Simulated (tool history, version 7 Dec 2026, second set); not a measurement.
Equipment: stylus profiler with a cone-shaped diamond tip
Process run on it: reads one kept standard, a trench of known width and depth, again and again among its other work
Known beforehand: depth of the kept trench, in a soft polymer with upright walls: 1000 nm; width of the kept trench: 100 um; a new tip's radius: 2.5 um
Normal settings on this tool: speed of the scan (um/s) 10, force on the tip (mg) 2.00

run   hour  speed of the scan (um/s)  force on the tip (mg)  depth of the trench (Å)  width of the trench's floor (µm)
  1    0.0                        10                   2.00                  10067.3                             94.25
  2   27.3                        10                   2.00                  10060.7                             94.25
  3   58.5                        10                   2.00                  10061.3                             94.17
  4   89.6                        10                   2.00                  10064.4                             94.12
  5  122.8                        10                   2.00                  10064.9                             94.05
  6  155.5                        10                   2.00                  10063.2                             94.02
  7  189.7                         5                   2.00                  10069.1                             94.00
  8  209.8                         5                   2.00                  10065.7                             93.88
  9  226.7                        33                   2.00                  10065.7                             93.69
 10  253.1                        33                   2.00                  10064.9                             93.63
 11  269.2                        33                   2.00                  10061.3                             93.59
 12  286.9                        33                   2.00                  10061.1                             93.56
     289.3  -- height scale calibrated on a step standard
 13  309.5                        33                   2.00                  10059.9                             93.50
 14  342.9                        33                   1.20                  10037.5                             93.42
     365.1  -- height scale calibrated on a step standard, once more
 15  365.1                        33                   1.20                  10049.4                             93.38
 16  390.0                        22                   2.00                  10070.2                             93.41
 17  421.3                        22                   2.00                  10072.2                             93.34
 18  454.0                        22                   2.00                  10070.0                             93.34
 19  474.1                         7                   1.60                  10063.0                             93.40
 20  509.3                         7                   1.60                  10061.4                             93.33
 21  536.1                        33                   1.41                  10054.7                             93.04
 22  559.2                        26                   0.99                  10043.5                             93.03
 23  578.2                        26                   3.15                  10096.9                             93.16
 24  611.5                         6                   4.27                  10120.1                             93.17
 25  631.2                         2                   2.00                  10069.7                             93.12
 26  647.6                         2                   0.97                  10040.8                             93.10
 27  681.0                         5                   0.67                  10031.5                             92.99

What does the tool deliver on the next run?
 28  706.7                        10                   0.83                        ?                                 ?

{"run 28": {"depth of the trench (Å)": 10038.0, "width of the trench's floor (µm)": 92.91}}
With no hidden state in the tool, this same run would have given depth of the trench (Å) 10042.5, width of the trench's floor (µm) 95.88.
